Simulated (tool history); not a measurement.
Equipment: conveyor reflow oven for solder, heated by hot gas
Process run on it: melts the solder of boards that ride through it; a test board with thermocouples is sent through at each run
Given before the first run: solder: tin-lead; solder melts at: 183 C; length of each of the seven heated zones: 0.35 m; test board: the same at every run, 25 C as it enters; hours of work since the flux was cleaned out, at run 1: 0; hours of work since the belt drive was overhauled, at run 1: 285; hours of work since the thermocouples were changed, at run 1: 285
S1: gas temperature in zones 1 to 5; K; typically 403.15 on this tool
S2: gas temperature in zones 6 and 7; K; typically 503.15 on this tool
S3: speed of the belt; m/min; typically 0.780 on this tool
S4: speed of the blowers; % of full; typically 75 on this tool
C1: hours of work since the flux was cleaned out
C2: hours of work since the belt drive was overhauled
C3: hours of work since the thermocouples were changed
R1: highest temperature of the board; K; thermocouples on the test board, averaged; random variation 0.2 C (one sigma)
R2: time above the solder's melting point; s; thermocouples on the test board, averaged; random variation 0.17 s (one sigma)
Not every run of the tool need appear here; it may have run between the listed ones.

run,day,S1,S2,S3,S4,C1,C2,C3,R1,R2
1,0.000,403.15,503.15,0.780,75,0,285,285,487.55,37.4
2,0.371,403.15,503.15,0.780,75,5,290,290,487.55,37.3
3,0.871,403.15,503.15,0.780,75,13,297,297,487.75,37.2
4,1.108,403.15,503.15,0.780,75,16,301,301,487.75,37.2
5,1.496,403.15,503.15,0.780,75,21,306,306,487.75,37.4
6,1.958,403.15,503.15,0.780,75,28,313,313,487.75,37.0
7,2.358,403.15,503.15,0.780,75,34,319,319,488.15,36.9
8,2.600,403.15,503.15,0.780,75,37,322,322,487.75,37.4
9,3.042,403.15,503.15,0.780,75,44,328,328,487.45,37.2
10,3.375,403.15,503.15,0.780,75,49,333,333,487.45,37.2
11,3.842,403.15,503.15,0.780,75,55,340,340,487.35,37.1
12,4.333,403.15,503.15,0.780,61,62,347,347,482.25,32.5
13,4.571,403.15,503.15,0.780,61,66,350,350,481.95,32.4
14,4.950,403.15,503.15,0.780,75,71,356,356,487.55,36.6
15,5.358,403.15,503.15,0.780,75,77,362,362,487.75,37.1
16,5.812,403.15,503.15,0.780,75,84,368,368,487.15,37.0
17,6.079,403.15,503.15,0.780,75,87,372,372,487.15,36.9
18,6.358,413.15,503.15,0.788,75,91,376,376,488.75,39.7
19,6.725,403.15,503.15,0.652,75,97,381,381,492.45,48.2
20,7.104,403.15,503.15,0.652,75,102,387,387,492.55,48.5
# day 7.300: belt drive overhauled, speed set with a stopwatch
21,7.675,403.15,495.15,0.856,75,108,5,393,477.45,26.9
22,7.904,403.15,504.15,0.866,75,111,9,396,484.45,31.0
23,8.383,400.15,504.15,0.926,75,118,16,403,480.85,26.3
24,8.633,400.15,504.15,0.926,54,122,19,406,470.65,17.2
25,9.079,400.15,504.15,0.926,67,128,26,413,477.65,23.4
26,9.454,409.15,512.15,0.908,55,133,31,418,480.35,27.2
27,9.904,413.15,503.15,0.780,69,140,37,425,486.65,38.7
# day 10.425: belt drive overhauled, speed set with a stopwatch, once more
28,10.442,413.15,503.15,0.780,69,145,0,430,486.15,37.9
29,10.767,413.15,503.15,0.780,69,150,5,435,486.85,38.2
30,11.175,413.15,507.15,0.904,69,156,11,441,484.65,31.2

Below, some changes in R1 between adjacent runs. For each, the amount present without the hidden state too (settings, incoming material, random variation) and the amount remaining for the hidden state with gauge scatter not shared by both compared results:
The hidden state here: heat that the gas passes to the board, % of a clean oven's; belt's true speed, % of the reading; true gas temperature in zones 6 and 7 over the reading, C; drift of the gauge itself on peak_c, C; drift of the gauge itself on liquid_s, %.
Run 1 -> 2: no setting changed, nothing entered. R1 +0.00 K: hidden state -0.20, all else +0.20.
Run 20 -> 21: S2 503.15 -> 495.15, S3 0.652 -> 0.856, belt drive overhauled, speed set with a stopwatch. R1 -15.10 K: hidden state -0.20, all else -14.90.
Run 21 -> 22: S2 495.15 -> 504.15, S3 0.856 -> 0.866. R1 +7.00 K: hidden state -0.30, all else +7.30.
Run 23 -> 24: S4 75 -> 54. R1 -10.20 K: hidden state +0.20, all else -10.40.
Run 29 -> 30: S2 503.15 -> 507.15, S3 0.780 -> 0.904. R1 -2.20 K: hidden state -0.50, all else -1.70.

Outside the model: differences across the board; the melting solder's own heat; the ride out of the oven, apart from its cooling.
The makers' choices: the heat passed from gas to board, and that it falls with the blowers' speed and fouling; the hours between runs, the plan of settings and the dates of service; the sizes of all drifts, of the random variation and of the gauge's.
